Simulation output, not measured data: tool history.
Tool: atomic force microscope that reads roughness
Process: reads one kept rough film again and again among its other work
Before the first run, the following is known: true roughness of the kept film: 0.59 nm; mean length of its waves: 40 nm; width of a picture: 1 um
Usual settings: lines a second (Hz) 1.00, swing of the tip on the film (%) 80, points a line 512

run     day  lines a second (Hz)  swing of the tip on the film (%)  points a line  roughness of the kept film (nm (root mean square))
  1   0.000                 1.00                                80            512                                               0.538
  2   1.938                 0.92                                80            512                                               0.539
  3   3.154                 1.00                                80            512                                               0.537
      5.454  -- new tip fitted
  4   5.454                 1.00                                80            512                                               0.544
  5   7.283                 1.00                                81            512                                               0.538
  6   9.571                 1.00                                81            512                                               0.538
      9.929  -- height scale calibrated on a step standard
  7  11.146                 2.94                                80            512                                               0.446
  8  13.079                 0.54                                63            761                                               0.565
  9  14.433                 0.54                                63            761                                               0.563
     14.588  -- new tip fitted
 10  15.538                 1.54                                82            358                                               0.499
 11  17.721                 2.48                                80            312                                               0.466
 12  19.979                 2.48                                80            312                                               0.464
 13  22.292                 1.00                                71            512                                               0.545
 14  23.608                 0.76                                80            880                                               0.537

Alternative continuations, all from the tool just after run 14; predict every row:
     23.858  -- new tip fitted
  A  25.921                 1.00                                80            540                                                   ?
     23.858  -- new tip fitted
  B  25.921                 2.37                                80            880                                                   ?
     23.858  -- new tip fitted
  C  25.921                 1.56                                89            852                                                   ?
     23.858  -- new tip fitted
  D  25.921                 0.76                                78            880                                                   ?
     23.858  -- new tip fitted
  E  25.921                 0.76                                76            403                                                   ?

run  roughness of the kept film (nm (root mean square))
  A                                               0.532
  B                                               0.477
  C                                               0.475
  D                                               0.547
  E                                               0.549
The same runs, with their run-to-run variation unchanged, on a tool lacking any hidden condition would have given:
run  roughness of the kept film (nm (root mean square))
  A                                               0.531
  B                                               0.477
  C                                               0.474
  D                                               0.546
  E                                               0.548
